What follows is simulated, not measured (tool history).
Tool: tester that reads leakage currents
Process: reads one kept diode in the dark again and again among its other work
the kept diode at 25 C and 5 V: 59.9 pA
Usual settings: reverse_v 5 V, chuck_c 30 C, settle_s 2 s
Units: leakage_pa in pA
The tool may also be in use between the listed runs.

run	day	reverse_v	chuck_c	settle_s	leakage_pa
1	0	5	30	2	89.05
2	2.833	5	30	2	88.66
3	4.642	7.31	30	2	105.77
4	7.729	5	30	5.66	86.1
5	10.804	4.09	30	2	76.75
6	12.571	4.09	30	2.7	76.06
7	15.05	4.09	30	2.7	74.87
# day 16.662: chuck's temperature calibrated
8	18.238	4.09	30	2.7	68.8
9	20.312	4.09	30	2.7	68.14
10	22.904	4.09	30	2.7	67.29
11	25.167	4.09	30	2.7	66.86
12	26.879	5	30	2	73.4
13	28.504	5	30	2	73.02
14	30.475	5	30	2	71.98
15	33.983	5	30	4.07	70.92
# day 34.846: chuck's temperature calibrated, once more
16	37.758	5	30	4.07	96.39
17	39.371	14.21	54	0.33	968.66
18	41.675	9.33	30	0.53	131.74
19	44.004	1.91	48	3.83	234.81
20	47.333	1.91	48	3.83	230.23
21	49.7	5	27	0.86	72.45
22	52.333	5	27	0.86	71.41
23	55.575	1.11	28	0.86	35.79
24	57.362	5	39	3.63	176.44
25	60.75	5	39	3.63	174.02
26	62.917	5	39	3.63	171.89
27	65.921	1.51	39	8.4	94.79
28	67.512	1.51	28	8.4	39.02
# day 68.454: chuck's temperature calibrated
29	70.392	14.78	46	8.4	565.95
30	73.938	14.78	46	8.4	560.71

Forecast each of these 3 alternatives for the next run:
A	75.725	5	55	3.64	?
B	75.725	9.31	30	9.45	?
C	75.725	14.78	46	8.4	?

run	leakage_pa
A	628.9
B	130.81
C	552.94
Without the tool's hidden state the same runs would have given:
run	leakage_pa
A	629.36
B	122.14
C	542.38
